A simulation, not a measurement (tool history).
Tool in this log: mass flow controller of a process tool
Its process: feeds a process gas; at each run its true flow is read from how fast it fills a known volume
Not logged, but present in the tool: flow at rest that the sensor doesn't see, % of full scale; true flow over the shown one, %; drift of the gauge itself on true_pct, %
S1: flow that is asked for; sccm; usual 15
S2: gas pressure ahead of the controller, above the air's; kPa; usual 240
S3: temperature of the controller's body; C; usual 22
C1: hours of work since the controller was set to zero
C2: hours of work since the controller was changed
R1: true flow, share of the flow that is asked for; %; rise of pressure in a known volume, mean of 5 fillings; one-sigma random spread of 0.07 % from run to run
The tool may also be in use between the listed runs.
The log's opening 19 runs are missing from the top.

{"run": 20, "hour": 3997.8, "S1": 23, "S2": 244, "S3": 29, "C1": 5795, "C2": 5795, "R1": 98.79}
{"run": 21, "hour": 4277.8, "S1": 23, "S2": 244, "S3": 36, "C1": 5990, "C2": 5990, "R1": 98.46}
{"run": 22, "hour": 4494.1, "S1": 41, "S2": 177, "S3": 34, "C1": 6141, "C2": 6141, "R1": 99.51}
{"hour": 4536.0, "done": "controller's zero set anew"}
{"run": 23, "hour": 4688.8, "S1": 36, "S2": 144, "S3": 22, "C1": 106, "C2": 6276, "R1": 99.68}
{"run": 24, "hour": 4919.0, "S1": 12, "S2": 187, "S3": 22, "C1": 267, "C2": 6437, "R1": 98.93}
{"run": 25, "hour": 5146.0, "S1": 8, "S2": 250, "S3": 35, "C1": 425, "C2": 6595, "R1": 98}
{"run": 26, "hour": 5288.4, "S1": 8, "S2": 250, "S3": 35, "C1": 524, "C2": 6694, "R1": 98.1}
{"run": 27, "hour": 5464.9, "S1": 16, "S2": 276, "S3": 27, "C1": 647, "C2": 6817, "R1": 98.55}
{"run": 28, "hour": 5651.5, "S1": 11, "S2": 276, "S3": 27, "C1": 777, "C2": 6947, "R1": 98.33}
{"run": 29, "hour": 5828.1, "S1": 29, "S2": 240, "S3": 33, "C1": 900, "C2": 7070, "R1": 98.83}
{"run": 30, "hour": 6095.2, "S1": 7, "S2": 162, "S3": 28, "C1": 1087, "C2": 7256, "R1": 98.35}
{"hour": 6188.7, "done": "controller exchanged for a calibrated one"}
{"run": 31, "hour": 6346.2, "S1": 7, "S2": 162, "S3": 28, "C1": 110, "C2": 110, "R1": 98.49}
{"run": 32, "hour": 6470.0, "S1": 15, "S2": 269, "S3": 22, "C1": 196, "C2": 196, "R1": 98.76}
{"run": 33, "hour": 6705.7, "S1": 15, "S2": 145, "S3": 21, "C1": 360, "C2": 360, "R1": 99.07}
{"run": 34, "hour": 6858.7, "S1": 44, "S2": 180, "S3": 25, "C1": 467, "C2": 467, "R1": 99.84}
{"run": 35, "hour": 6999.1, "S1": 44, "S2": 180, "S3": 25, "C1": 565, "C2": 565, "R1": 99.77}
{"run": 36, "hour": 7123.5, "S1": 34, "S2": 245, "S3": 28, "C1": 651, "C2": 651, "R1": 99.15}
{"run": 37, "hour": 7273.6, "S1": 23, "S2": 240, "S3": 30, "C1": 756, "C2": 756, "R1": 98.74}

Forecast each of these 3 alternatives for the next run:
{"run": "A", "hour": 7535.9, "S1": 15, "S2": 227, "S3": 22, "C1": 939, "C2": 939, "R1": "?"}
{"run": "B", "hour": 7535.9, "S1": 8, "S2": 156, "S3": 29, "C1": 939, "C2": 939, "R1": "?"}
{"run": "C", "hour": 7535.9, "S1": 25, "S2": 165, "S3": 23, "C1": 939, "C2": 939, "R1": "?"}

run=A R1=98.8
run=B R1=98.43
run=C R1=99.23
Take away the tool's hidden state, keep each run's random variation, and the runs would have read:
run=A R1=98.8
run=B R1=98.43
run=C R1=99.23

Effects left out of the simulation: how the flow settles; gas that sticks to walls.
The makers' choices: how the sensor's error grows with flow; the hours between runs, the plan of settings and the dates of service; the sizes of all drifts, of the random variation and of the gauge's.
